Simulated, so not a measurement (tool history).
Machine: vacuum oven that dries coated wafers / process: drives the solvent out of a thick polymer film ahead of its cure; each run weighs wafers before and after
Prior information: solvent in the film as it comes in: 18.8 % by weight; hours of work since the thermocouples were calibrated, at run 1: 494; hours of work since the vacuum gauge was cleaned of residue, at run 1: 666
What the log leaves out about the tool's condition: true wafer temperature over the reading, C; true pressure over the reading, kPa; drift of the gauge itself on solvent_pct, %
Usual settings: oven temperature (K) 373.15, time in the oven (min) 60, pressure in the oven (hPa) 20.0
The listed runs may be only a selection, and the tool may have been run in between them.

run,hour,oven temperature (K),time in the oven (min),pressure in the oven (hPa),hours of work since the thermocouples were calibrated,hours of work since the vacuum gauge was cleaned of residue,solvent left in the film (%)
1,0.0,373.15,60,20.0,494,666,2.50
2,20.7,373.15,60,20.0,505,677,2.48
3,40.8,373.15,60,20.0,516,688,2.45
4,71.0,384.15,60,20.0,532,704,0.61
5,99.5,384.15,60,20.0,547,719,0.60
6,137.4,384.15,60,20.0,568,740,0.57
7,171.7,384.15,60,20.0,586,758,0.64
8,195.5,384.15,60,20.0,599,771,0.65
9,230.2,384.15,60,21.7,617,790,0.65
10,251.7,384.15,60,21.7,629,801,0.63
11,271.0,373.15,60,20.5,639,811,2.43
12,309.5,373.15,60,20.5,660,832,2.48
13,327.6,373.15,60,20.5,670,842,2.43
14,362.1,373.15,60,64.4,688,860,3.35
15,379.6,373.15,60,64.4,698,870,3.38
16,409.5,373.15,60,64.4,714,886,3.31
17,433.0,358.15,60,20.0,726,898,7.96
18,473.6,358.15,60,20.0,748,920,7.83
19,503.9,358.15,60,20.0,764,936,7.82
20,527.4,358.15,60,20.0,777,949,7.80
21,562.0,359.15,60,20.0,795,968,7.35
22,593.7,359.15,60,20.0,813,985,7.33
23,632.6,373.15,60,20.0,833,1006,2.43
24,666.3,373.15,60,20.0,851,1024,2.52
25,682.9,385.15,60,42.0,860,1033,0.85
26,712.8,385.15,60,42.0,876,1049,0.88
27,750.9,360.15,60,53.6,897,1069,7.73
28,784.4,360.15,91,15.4,915,1087,4.65
# hour 788.9: vacuum gauge cleaned of residue and calibrated
29,808.0,360.15,33,11.3,927,10,9.73
30,832.4,383.15,60,20.0,940,23,0.65
31,860.1,383.15,60,20.0,955,38,0.62
32,884.8,386.15,32,39.3,968,51,1.77
33,912.8,373.15,39,10.2,983,66,4.24
34,944.7,385.15,60,45.4,1000,84,0.90
# hour 960.1: vacuum gauge cleaned of residue and calibrated, once more
35,980.4,365.15,76,45.4,1018,11,4.31
36,1002.6,361.15,76,76.8,1030,23,6.61
37,1043.2,361.15,76,76.8,1052,45,6.71
38,1060.9,374.15,40,20.0,1062,54,3.75
39,1087.8,374.15,40,20.0,1076,69,3.75
40,1107.5,374.15,40,20.0,1087,79,3.77
41,1144.5,373.15,62,39.5,1106,99,2.55
42,1168.8,373.15,62,39.5,1120,112,2.50
43,1209.4,362.15,44,20.0,1141,134,7.71
44,1249.2,381.15,66,20.0,1163,155,0.66
45,1286.9,381.15,66,20.0,1183,175,0.67
46,1308.4,370.15,93,20.0,1194,187,1.44

Consider 3 possible next runs. They are alternatives, not a sequence: every one starts from the tool as it was left by run 46. What does each give?
# hour 1328.2: oven's thermocouples calibrated
A,1349.0,362.15,33,20.0,11,208,?
# hour 1328.2: oven's thermocouples calibrated
B,1349.0,371.15,93,62.8,11,208,?
# hour 1328.2: oven's thermocouples calibrated
C,1349.0,376.15,53,16.9,11,208,?

run,solvent left in the film (%)
A,9.26
B,2.41
C,2.04
Without the tool's hidden state the same runs would have given:
run,solvent left in the film (%)
A,9.26
B,2.40
C,2.03
